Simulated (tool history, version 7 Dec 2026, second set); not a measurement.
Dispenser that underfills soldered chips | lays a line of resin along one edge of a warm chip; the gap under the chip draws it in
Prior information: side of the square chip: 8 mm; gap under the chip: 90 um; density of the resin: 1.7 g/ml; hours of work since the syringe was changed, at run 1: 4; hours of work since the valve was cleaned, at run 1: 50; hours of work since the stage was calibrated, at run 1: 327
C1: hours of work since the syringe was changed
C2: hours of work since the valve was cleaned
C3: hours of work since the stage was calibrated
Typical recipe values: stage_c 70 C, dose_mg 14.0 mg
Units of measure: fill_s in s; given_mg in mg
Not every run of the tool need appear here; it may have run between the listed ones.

run 1 hour=0.0 | stage_c=70 dose_mg=14.0 | C1=4 C2=50 C3=327 | fill_s=39.9 given_mg=13.65
-- hour=6.2 new syringe of resin
run 2 hour=9.5 | stage_c=70 dose_mg=14.0 | C1=2 C2=56 C3=332 | fill_s=36.8 given_mg=13.45
-- hour=18.2 new syringe of resin
run 3 hour=22.6 | stage_c=70 dose_mg=12.4 | C1=3 C2=64 C3=340 | fill_s=40.5 given_mg=11.79
-- hour=30.3 new syringe of resin
run 4 hour=35.0 | stage_c=68 dose_mg=14.0 | C1=3 C2=71 C3=348 | fill_s=41.9 given_mg=13.14
-- hour=42.4 new syringe of resin
run 5 hour=49.6 | stage_c=73 dose_mg=14.0 | C1=4 C2=80 C3=356 | fill_s=38.3 given_mg=13.01
-- hour=55.2 new syringe of resin
-- hour=61.6 dispensing valve cleaned and set on the balance
run 6 hour=62.6 | stage_c=82 dose_mg=14.0 | C1=4 C2=1 C3=364 | fill_s=26.3 given_mg=14.05
-- hour=68.6 new syringe of resin
run 7 hour=71.8 | stage_c=82 dose_mg=14.0 | C1=2 C2=6 C3=369 | fill_s=24.2 given_mg=13.88
-- hour=80.4 new syringe of resin
run 8 hour=83.8 | stage_c=70 dose_mg=14.0 | C1=2 C2=13 C3=376 | fill_s=35.7 given_mg=13.91
-- hour=92.2 new syringe of resin
run 9 hour=92.8 | stage_c=63 dose_mg=12.8 | C1=0 C2=19 C3=382 | fill_s=42.0 given_mg=12.44
-- hour=104.5 new syringe of resin
run 10 hour=104.5 | stage_c=69 dose_mg=15.8 | C1=0 C2=26 C3=389 | fill_s=32.1 given_mg=15.59
-- hour=116.5 new syringe of resin
run 11 hour=119.8 | stage_c=59 dose_mg=13.5 | C1=2 C2=35 C3=398 | fill_s=54.4 given_mg=13.26
-- hour=128.3 new syringe of resin
run 12 hour=130.7 | stage_c=55 dose_mg=15.7 | C1=2 C2=42 C3=405 | fill_s=59.3 given_mg=15.25
-- hour=140.7 new syringe of resin
run 13 hour=142.6 | stage_c=77 dose_mg=16.9 | C1=1 C2=49 C3=412 | fill_s=25.8 given_mg=16.06
run 14 hour=150.3 | stage_c=77 dose_mg=16.3 | C1=6 C2=53 C3=417 | fill_s=35.0 given_mg=15.40
-- hour=152.7 new syringe of resin
run 15 hour=157.9 | stage_c=77 dose_mg=16.3 | C1=3 C2=58 C3=421 | fill_s=29.8 given_mg=15.53
-- hour=165.1 new syringe of resin
run 16 hour=168.5 | stage_c=62 dose_mg=14.0 | C1=2 C2=64 C3=427 | fill_s=48.0 given_mg=13.32

Difference, measured minus no-hidden-state, one row per run. Run-to-run variation is common to both terms; the gauge's own scatter need not be:
What the log doesn't record here: resin's viscosity, % of fresh resin's; dose that the valve gives, % of what is set; true chip temperature over the reading, C; drift of the gauge itself on fill_s, %; drift of the gauge itself on given_mg, %.
run=1 fill_s=+6.4 given_mg=-0.58
run=2 fill_s=+2.4 given_mg=-0.65
run=3 fill_s=+4.4 given_mg=-0.67
run=4 fill_s=+5.5 given_mg=-0.84
run=5 fill_s=+7.8 given_mg=-0.93
run=6 fill_s=+4.0 given_mg=-0.01
run=7 fill_s=+1.3 given_mg=-0.07
run=8 fill_s=+2.0 given_mg=-0.17
run=9 fill_s=-3.0 given_mg=-0.21
run=10 fill_s=-3.2 given_mg=-0.35
run=11 fill_s=+2.6 given_mg=-0.40
run=12 fill_s=+0.3 given_mg=-0.56
run=13 fill_s=+0.0 given_mg=-0.69
run=14 fill_s=+9.4 given_mg=-0.73
run=15 fill_s=+3.9 given_mg=-0.78
run=16 fill_s=+1.4 given_mg=-0.75

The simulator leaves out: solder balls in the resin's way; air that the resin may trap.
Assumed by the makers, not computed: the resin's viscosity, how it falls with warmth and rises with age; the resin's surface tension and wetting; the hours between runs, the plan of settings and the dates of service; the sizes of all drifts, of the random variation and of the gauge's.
